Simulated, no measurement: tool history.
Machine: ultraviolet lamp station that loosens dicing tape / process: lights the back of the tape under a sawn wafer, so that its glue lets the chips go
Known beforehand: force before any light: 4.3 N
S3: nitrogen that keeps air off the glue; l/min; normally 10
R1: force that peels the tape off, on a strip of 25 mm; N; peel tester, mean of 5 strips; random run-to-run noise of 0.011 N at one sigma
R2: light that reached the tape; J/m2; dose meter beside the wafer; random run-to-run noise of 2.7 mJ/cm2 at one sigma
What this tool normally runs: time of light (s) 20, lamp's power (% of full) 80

{"run": 1, "day": 0.0, "time of light (s)": 20, "lamp's power (% of full)": 80, "S3": 10, "R1": 0.536, "R2": 3410}
{"run": 2, "day": 0.933, "time of light (s)": 20, "lamp's power (% of full)": 80, "S3": 10, "R1": 0.554, "R2": 3370}
{"run": 3, "day": 1.812, "time of light (s)": 20, "lamp's power (% of full)": 80, "S3": 10, "R1": 0.562, "R2": 3320}
{"run": 4, "day": 2.917, "time of light (s)": 20, "lamp's power (% of full)": 80, "S3": 10, "R1": 0.55, "R2": 3320}
{"run": 5, "day": 3.904, "time of light (s)": 20, "lamp's power (% of full)": 80, "S3": 10, "R1": 0.565, "R2": 3300}
{"run": 6, "day": 4.621, "time of light (s)": 20, "lamp's power (% of full)": 80, "S3": 10, "R1": 0.584, "R2": 3290}
{"run": 7, "day": 5.867, "time of light (s)": 14, "lamp's power (% of full)": 81, "S3": 5, "R1": 1.32, "R2": 2310}
{"run": 8, "day": 6.604, "time of light (s)": 23, "lamp's power (% of full)": 63, "S3": 5, "R1": 0.983, "R2": 2930}
{"run": 9, "day": 7.721, "time of light (s)": 31, "lamp's power (% of full)": 96, "S3": 10, "R1": 0.253, "R2": 6010}

What will run 10 give?
{"run": 10, "day": 8.888, "time of light (s)": 31, "lamp's power (% of full)": 96, "S3": 10, "R1": "?", "R2": "?"}

Logged for run 10: R1 0.251 N, R2 5910 J/m2.
On a tool with no hidden condition, and with the same random variation, this run would have come out at R1 0.231 N, R2 6610 J/m2.
